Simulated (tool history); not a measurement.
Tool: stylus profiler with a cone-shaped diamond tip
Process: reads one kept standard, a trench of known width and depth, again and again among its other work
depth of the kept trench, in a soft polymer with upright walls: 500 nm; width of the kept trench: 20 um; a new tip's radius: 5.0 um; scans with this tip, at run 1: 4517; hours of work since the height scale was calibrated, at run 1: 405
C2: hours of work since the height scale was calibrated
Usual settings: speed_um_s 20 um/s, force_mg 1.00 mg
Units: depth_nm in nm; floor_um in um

{"run": 1, "hour": 0.0, "speed_um_s": 20, "force_mg": 1.0, "scans with this tip": 4517, "C2": 405, "depth_nm": 502.45, "floor_um": 15.47}
{"run": 2, "hour": 50.1, "speed_um_s": 20, "force_mg": 0.99, "scans with this tip": 4766, "C2": 428, "depth_nm": 502.41, "floor_um": 15.51}
{"run": 3, "hour": 105.3, "speed_um_s": 20, "force_mg": 1.0, "scans with this tip": 5040, "C2": 452, "depth_nm": 502.44, "floor_um": 15.47}
{"run": 4, "hour": 141.8, "speed_um_s": 20, "force_mg": 1.0, "scans with this tip": 5221, "C2": 469, "depth_nm": 502.36, "floor_um": 15.52}
{"run": 5, "hour": 185.6, "speed_um_s": 75, "force_mg": 1.0, "scans with this tip": 5439, "C2": 488, "depth_nm": 502.53, "floor_um": 15.08}
{"run": 6, "hour": 254.5, "speed_um_s": 75, "force_mg": 1.0, "scans with this tip": 5781, "C2": 519, "depth_nm": 502.78, "floor_um": 15.09}
{"run": 7, "hour": 305.2, "speed_um_s": 75, "force_mg": 1.0, "scans with this tip": 6033, "C2": 542, "depth_nm": 502.53, "floor_um": 15.06}
{"run": 8, "hour": 344.2, "speed_um_s": 20, "force_mg": 1.05, "scans with this tip": 6227, "C2": 559, "depth_nm": 502.62, "floor_um": 15.47}
{"run": 9, "hour": 389.3, "speed_um_s": 20, "force_mg": 1.05, "scans with this tip": 6451, "C2": 579, "depth_nm": 502.67, "floor_um": 15.46}
{"run": 10, "hour": 463.4, "speed_um_s": 20, "force_mg": 1.05, "scans with this tip": 6818, "C2": 612, "depth_nm": 502.46, "floor_um": 15.5}
{"run": 11, "hour": 505.5, "speed_um_s": 20, "force_mg": 1.05, "scans with this tip": 7028, "C2": 631, "depth_nm": 502.59, "floor_um": 15.51}
{"run": 12, "hour": 573.3, "speed_um_s": 8, "force_mg": 1.0, "scans with this tip": 7365, "C2": 661, "depth_nm": 502.26, "floor_um": 15.6}
{"run": 13, "hour": 610.0, "speed_um_s": 20, "force_mg": 1.0, "scans with this tip": 7547, "C2": 678, "depth_nm": 502.55, "floor_um": 15.49}
{"run": 14, "hour": 656.1, "speed_um_s": 20, "force_mg": 0.37, "scans with this tip": 7776, "C2": 698, "depth_nm": 501.31, "floor_um": 15.4}
{"run": 15, "hour": 710.8, "speed_um_s": 20, "force_mg": 0.37, "scans with this tip": 8048, "C2": 723, "depth_nm": 501.32, "floor_um": 15.42}
{"run": 16, "hour": 787.4, "speed_um_s": 20, "force_mg": 0.37, "scans with this tip": 8428, "C2": 757, "depth_nm": 501.24, "floor_um": 15.36}
{"run": 17, "hour": 858.3, "speed_um_s": 20, "force_mg": 0.37, "scans with this tip": 8780, "C2": 788, "depth_nm": 501.27, "floor_um": 15.41}
{"run": 18, "hour": 893.4, "speed_um_s": 20, "force_mg": 0.37, "scans with this tip": 8955, "C2": 804, "depth_nm": 501.16, "floor_um": 15.39}
{"run": 19, "hour": 939.1, "speed_um_s": 20, "force_mg": 0.37, "scans with this tip": 9182, "C2": 824, "depth_nm": 501.07, "floor_um": 15.4}
{"run": 20, "hour": 995.0, "speed_um_s": 20, "force_mg": 0.37, "scans with this tip": 9459, "C2": 849, "depth_nm": 501.17, "floor_um": 15.36}
{"run": 21, "hour": 1034.2, "speed_um_s": 20, "force_mg": 0.7, "scans with this tip": 9654, "C2": 867, "depth_nm": 501.72, "floor_um": 15.47}
{"run": 22, "hour": 1113.0, "speed_um_s": 20, "force_mg": 0.7, "scans with this tip": 10045, "C2": 902, "depth_nm": 501.94, "floor_um": 15.41}
{"run": 23, "hour": 1164.0, "speed_um_s": 20, "force_mg": 0.7, "scans with this tip": 10299, "C2": 925, "depth_nm": 501.81, "floor_um": 15.47}
{"run": 24, "hour": 1218.1, "speed_um_s": 10, "force_mg": 2.79, "scans with this tip": 10567, "C2": 949, "depth_nm": 505.05, "floor_um": 15.57}
{"run": 25, "hour": 1273.6, "speed_um_s": 10, "force_mg": 2.79, "scans with this tip": 10843, "C2": 974, "depth_nm": 504.82, "floor_um": 15.56}
{"run": 26, "hour": 1309.4, "speed_um_s": 20, "force_mg": 0.38, "scans with this tip": 11021, "C2": 989, "depth_nm": 501.32, "floor_um": 15.38}
{"hour": 1348.9, "done": "height scale calibrated on a step standard"}
{"run": 27, "hour": 1373.4, "speed_um_s": 20, "force_mg": 0.38, "scans with this tip": 11337, "C2": 11, "depth_nm": 501.16, "floor_um": 15.35}

The next listed run, before its measurement:
{"run": 28, "hour": 1414.0, "speed_um_s": 28, "force_mg": 0.39, "scans with this tip": 11538, "C2": 29, "depth_nm": "?", "floor_um": "?"}

depth_nm: 501.22 nm
floor_um: 15.28 um
Without the tool's hidden state the same run would have given depth_nm 501.22 nm, floor_um 15.29 um.
